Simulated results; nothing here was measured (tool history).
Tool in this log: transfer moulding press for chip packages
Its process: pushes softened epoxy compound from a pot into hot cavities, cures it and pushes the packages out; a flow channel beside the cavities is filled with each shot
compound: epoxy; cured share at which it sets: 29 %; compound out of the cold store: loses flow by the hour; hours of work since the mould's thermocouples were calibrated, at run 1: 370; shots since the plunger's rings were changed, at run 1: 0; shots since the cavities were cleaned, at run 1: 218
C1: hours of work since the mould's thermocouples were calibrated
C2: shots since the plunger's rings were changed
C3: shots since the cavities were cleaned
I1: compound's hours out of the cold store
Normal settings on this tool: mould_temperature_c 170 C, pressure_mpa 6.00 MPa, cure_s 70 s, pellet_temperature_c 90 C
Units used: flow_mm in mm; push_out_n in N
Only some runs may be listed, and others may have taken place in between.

Run 1, hour 0.0: usual settings; C1 370; C2 0; C3 218; I1 14.2. Result: flow_mm 517 mm, push_out_n 298 N.
At hour 14.2: mould's thermocouples calibrated.
Run 2, hour 36.4: usual settings; C1 11; C2 420; C3 638; I1 31.1. Result: flow_mm 500 mm, push_out_n 396 N.
At hour 78.3: cavities cleaned with cleaning compound and waxed.
Run 3, hour 78.3: usual settings but pressure_mpa 4.75 MPa; C1 30; C2 913; C3 0; I1 27.3. Result: flow_mm 443 mm, push_out_n 274 N.
Run 4, hour 99.8: usual settings but pressure_mpa 4.75 MPa; C1 41; C2 1175; C3 262; I1 45.3. Result: flow_mm 417 mm, push_out_n 328 N.
Run 5, hour 129.2: usual settings but pressure_mpa 4.75 MPa; C1 55; C2 1533; C3 620; I1 39.4. Result: flow_mm 429 mm, push_out_n 357 N.
Run 6, hour 158.9: usual settings but pressure_mpa 4.75 MPa; C1 69; C2 1896; C3 983; I1 18.8. Result: flow_mm 448 mm, push_out_n 434 N.
At hour 172.6: cavities cleaned with cleaning compound and waxed.
Run 7, hour 198.5: usual settings but pressure_mpa 4.75 MPa, pellet_temperature_c 89 C; C1 88; C2 2360; C3 315; I1 45.8. Result: flow_mm 420 mm, push_out_n 353 N.
Run 8, hour 236.6: usual settings but pressure_mpa 4.75 MPa, pellet_temperature_c 89 C; C1 106; C2 2826; C3 781; I1 17.7. Result: flow_mm 446 mm, push_out_n 411 N.
At hour 252.9: mould's thermocouples calibrated, once more.
At hour 268.8: cavities cleaned with cleaning compound and waxed.
Run 9, hour 268.8: usual settings but mould_temperature_c 177 C; C1 7; C2 3176; C3 0; I1 24.2. Result: flow_mm 474 mm, push_out_n 221 N.
Run 10, hour 293.6: usual settings; C1 19; C2 3478; C3 302; I1 9.9. Result: flow_mm 506 mm, push_out_n 346 N.
Run 11, hour 323.3: usual settings; C1 33; C2 3840; C3 664; I1 40.8. Result: flow_mm 465 mm, push_out_n 366 N.
At hour 360.9: cavities cleaned with cleaning compound and waxed.
Run 12, hour 369.0: usual settings but pressure_mpa 5.10 MPa; C1 55; C2 4380; C3 100; I1 18.2. Result: flow_mm 454 mm, push_out_n 270 N.
At hour 391.8: plunger's sealing rings changed.
Run 13, hour 391.8: usual settings but pressure_mpa 5.10 MPa; C1 65; C2 0; C3 347; I1 18.0. Result: flow_mm 475 mm, push_out_n 319 N.
Run 14, hour 419.3: usual settings; C1 78; C2 336; C3 683; I1 40.8. Result: flow_mm 482 mm, push_out_n 366 N.
At hour 456.8: cavities cleaned with cleaning compound and waxed.
Run 15, hour 457.2: usual settings but mould_temperature_c 165 C, pressure_mpa 5.66 MPa, pellet_temperature_c 92 C; C1 96; C2 780; C3 5; I1 13.5. Result: flow_mm 514 mm, push_out_n 325 N.
Run 16, hour 505.1: usual settings but mould_temperature_c 165 C, pressure_mpa 5.66 MPa, cure_s 56 s, pellet_temperature_c 92 C; C1 119; C2 1364; C3 589; I1 35.8. Result: flow_mm 481 mm, push_out_n 758 N.
Run 17, hour 544.6: usual settings but mould_temperature_c 165 C, pressure_mpa 5.66 MPa, cure_s 56 s, pellet_temperature_c 92 C; C1 138; C2 1846; C3 1071; I1 33.4. Result: flow_mm 481 mm, push_out_n 835 N.
At hour 550.0: cavities cleaned with cleaning compound and waxed.
Run 18, hour 590.1: usual settings but mould_temperature_c 165 C, pressure_mpa 5.66 MPa, cure_s 56 s, pellet_temperature_c 92 C; C1 159; C2 2382; C3 489; I1 39.1. Result: flow_mm 472 mm, push_out_n 733 N.
Run 19, hour 614.5: usual settings but pressure_mpa 5.12 MPa, cure_s 100 s, pellet_temperature_c 97 C; C1 171; C2 2680; C3 787; I1 15.1. Result: flow_mm 468 mm, push_out_n 362 N.
At hour 643.7: cavities cleaned with cleaning compound and waxed.
Run 20, hour 648.5: usual settings but pressure_mpa 5.42 MPa, cure_s 50 s, pellet_temperature_c 97 C; C1 187; C2 3077; C3 58; I1 16.6. Result: flow_mm 478 mm, push_out_n 470 N.
Run 21, hour 679.7: usual settings but mould_temperature_c 169 C, pressure_mpa 5.42 MPa, cure_s 62 s, pellet_temperature_c 92 C; C1 202; C2 3457; C3 438; I1 27.3. Result: flow_mm 461 mm, push_out_n 439 N.
Run 22, hour 725.5: usual settings but mould_temperature_c 165 C, pressure_mpa 5.42 MPa; C1 224; C2 4016; C3 997; I1 38.7. Result: flow_mm 460 mm, push_out_n 528 N.
At hour 738.9: cavities cleaned with cleaning compound and waxed.
Run 23, hour 753.7: usual settings but mould_temperature_c 166 C, pressure_mpa 5.42 MPa, pellet_temperature_c 92 C; C1 237; C2 4342; C3 181; I1 22.8. Result: flow_mm 475 mm, push_out_n 355 N.
At hour 780.8: plunger's sealing rings changed.
Run 24, hour 790.7: usual settings but mould_temperature_c 166 C, cure_s 52 s, pellet_temperature_c 98 C; C1 254; C2 120; C3 601; I1 41.2. Result: flow_mm 489 mm, push_out_n 811 N.
Run 25, hour 813.9: usual settings but pressure_mpa 4.73 MPa, pellet_temperature_c 93 C; C1 265; C2 404; C3 885; I1 39.5. Result: flow_mm 430 mm, push_out_n 406 N.
At hour 835.5: cavities cleaned with cleaning compound and waxed.
Run 26, hour 838.0: usual settings but mould_temperature_c 171 C, cure_s 76 s, pellet_temperature_c 94 C; C1 276; C2 679; C3 30; I1 21.7. Result: flow_mm 503 mm, push_out_n 253 N.
Run 27, hour 872.8: usual settings but mould_temperature_c 171 C, cure_s 76 s, pellet_temperature_c 94 C; C1 293; C2 1104; C3 455; I1 47.6. Result: flow_mm 470 mm, push_out_n 330 N.
Run 28, hour 910.2: usual settings but mould_temperature_c 171 C, cure_s 76 s, pellet_temperature_c 94 C; C1 311; C2 1560; C3 911; I1 25.2. Result: flow_mm 492 mm, push_out_n 382 N.

Difference, measured minus no-hidden-state, one row per run. Run-to-run variation is common to both terms; the gauge's own scatter need not be:
Hidden state present: true mould temperature over the reading, C; pressure that reaches the compound, % of what is set; grip of the stained cavities, % over clean ones'; drift of the gauge itself on flow_mm, %; drift of the gauge itself on push_out_n, %.
run  flow_mm  push_out_n
  1       -1         +61
  2       -2        +138
  3       -4         +10
  4       -5         +75
  5       -7        +126
  6       -9        +178
  7      -10         +94
  8      -13        +156
  9      -17          +4
 10      -21         +81
 11      -21        +125
 12      -23         +28
 13       -1         +80
 14       -2        +129
 15       -5          +3
 16       -7        +247
 17       -9        +333
 18      -12        +232
 19      -13        +132
 20      -16         +36
 21      -17        +127
 22      -20        +208
 23      -22         +65
 24       -2        +278
 25       -3        +153
 26       -5         +14
 27       -7         +95
 28       -9        +144
